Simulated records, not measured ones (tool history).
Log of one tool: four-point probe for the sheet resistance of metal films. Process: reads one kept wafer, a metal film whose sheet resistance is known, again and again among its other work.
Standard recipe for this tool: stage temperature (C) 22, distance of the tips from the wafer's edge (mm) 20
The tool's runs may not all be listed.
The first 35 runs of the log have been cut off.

| run | day | stage temperature (C) | distance of the tips from the wafer's edge (mm) | sheet resistance as the instrument gives it (ohm/square) |
|---|---|---|---|---|
| 36 | 31.479 | 29 | 30 | 17.516897 |
| 37 | 32.454 | 35 | 26 | 17.391973 |
| 38 | 33.854 | 35 | 26 | 17.381681 |
| 39 | 34.988 | 35 | 26 | 17.383793 |
| 40 | 35.662 | 35 | 26 | 17.381911 |
| 41 | 36.912 | 35 | 26 | 17.388837 |
| 42 | 37.662 | 22 | 64 | 17.655924 |
| 43 | 38.95 | 22 | 64 | 17.651342 |
| 44 | 40.146 | 22 | 21 | 17.68549 |
| 45 | 40.958 | 22 | 21 | 17.67919 |

3 options for the next run, each taken on its own from the tool as it stands now. Forecast them:
| A | 42.054 | 21 | 30 | ? |
| B | 42.054 | 23 | 39 | ? |
| C | 42.054 | 22 | 55 | ? |

| run | sheet resistance as the instrument gives it (ohm/square) |
|---|---|
| A | 17.679362 |
| B | 17.626566 |
| C | 17.654794 |
With no hidden state in the tool, these same runs would have given:
| run | sheet resistance as the instrument gives it (ohm/square) |
|---|---|
| A | 17.79823 |
| B | 17.744992 |
| C | 17.773457 |

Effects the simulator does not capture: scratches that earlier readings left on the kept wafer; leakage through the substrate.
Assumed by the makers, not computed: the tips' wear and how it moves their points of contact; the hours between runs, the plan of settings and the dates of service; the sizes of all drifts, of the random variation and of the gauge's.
